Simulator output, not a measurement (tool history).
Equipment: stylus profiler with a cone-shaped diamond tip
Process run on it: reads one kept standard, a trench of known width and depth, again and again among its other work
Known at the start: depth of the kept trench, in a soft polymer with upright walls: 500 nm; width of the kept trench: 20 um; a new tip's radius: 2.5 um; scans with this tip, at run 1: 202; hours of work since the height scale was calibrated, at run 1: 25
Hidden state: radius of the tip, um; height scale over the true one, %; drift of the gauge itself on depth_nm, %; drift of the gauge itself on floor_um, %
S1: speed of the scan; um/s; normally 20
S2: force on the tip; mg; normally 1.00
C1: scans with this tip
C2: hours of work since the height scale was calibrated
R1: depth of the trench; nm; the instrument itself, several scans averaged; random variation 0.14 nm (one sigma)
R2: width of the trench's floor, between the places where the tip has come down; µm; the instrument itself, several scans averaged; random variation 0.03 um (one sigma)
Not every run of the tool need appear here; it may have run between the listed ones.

run     day  S1    S2    C1   C2      R1     R2
  1   0.000  20  1.00   202   25  501.77  16.94
  2   0.625  20  1.00   279   35  501.65  16.94
  3   1.096  20  1.00   337   42  501.88  16.93
  4   1.729  20  1.00   416   52  501.63  16.94
  5   2.008  20  1.00   450   56  501.68  16.93
  6   2.375  20  1.00   495   62  501.60  16.94
  7   2.854  20  1.00   554   69  501.74  16.94
  8   3.358  30  1.00   616   77  501.71  16.90
  9   3.762  30  1.00   666   83  501.71  16.96
 10   4.325  20  1.04   736   92  501.72  16.88
      4.383  -- height scale calibrated on a step standard
 11   4.738  20  1.04   784    5  501.76  16.90
 12   5.100  20  1.31   829   11  502.05  16.88
 13   5.758  20  1.31   910   21  502.22  16.92
 14   6.104  20  1.31   953   26  501.72  16.88
 15   6.558  20  1.00  1009   33  501.63  16.85
 16   6.879  20  1.00  1048   38  501.48  16.93
      7.212  -- height scale calibrated on a step standard, once more
 17   7.296  30  1.67  1097    1  501.78  16.79
 18   7.921  18  1.91  1174   11  502.47  16.86
 19   8.333  19  1.23  1225   17  501.59  16.78
 20   8.892  18  0.40  1294   26  500.81  16.82
 21   9.179  62  0.94  1330   30  501.50  16.67
 22   9.746  69  0.91  1399   39  501.28  16.66
 23  10.404  69  0.91  1480   49  501.36  16.66
 24  11.033  69  0.98  1558   59  501.37  16.70
 25  11.350  69  0.98  1597   64  501.36  16.68
 26  11.821  46  0.89  1655   71  501.35  16.72
 27  12.154  48  0.48  1696   76  500.82  16.63
 28  12.579  10  1.58  1749   82  501.94  16.87
 29  12.842  61  2.68  1781   87  503.13  16.74
 30  13.250  78  1.43  1831   93  501.53  16.65
 31  13.825  78  1.43  1903  102  501.75  16.64

The same runs without the tool's hidden state, with the same run-to-run variation:
run      R1     R2
  1  501.50  16.95
  2  501.40  16.95
  3  501.63  16.95
  4  501.40  16.96
  5  501.46  16.96
  6  501.39  16.97
  7  501.54  16.98
  8  501.53  16.94
  9  501.53  17.00
 10  501.56  16.93
 11  501.58  16.95
 12  501.88  16.94
 13  502.06  16.99
 14  501.57  16.95
 15  501.49  16.93
 16  501.35  17.01
 17  501.78  16.88
 18  502.48  16.95
 19  501.61  16.87
 20  500.85  16.92
 21  501.55  16.78
 22  501.34  16.77
 23  501.44  16.77
 24  501.46  16.82
 25  501.46  16.80
 26  501.45  16.85
 27  500.93  16.77
 28  502.06  17.00
 29  503.25  16.89
 30  501.67  16.80
 31  501.90  16.79

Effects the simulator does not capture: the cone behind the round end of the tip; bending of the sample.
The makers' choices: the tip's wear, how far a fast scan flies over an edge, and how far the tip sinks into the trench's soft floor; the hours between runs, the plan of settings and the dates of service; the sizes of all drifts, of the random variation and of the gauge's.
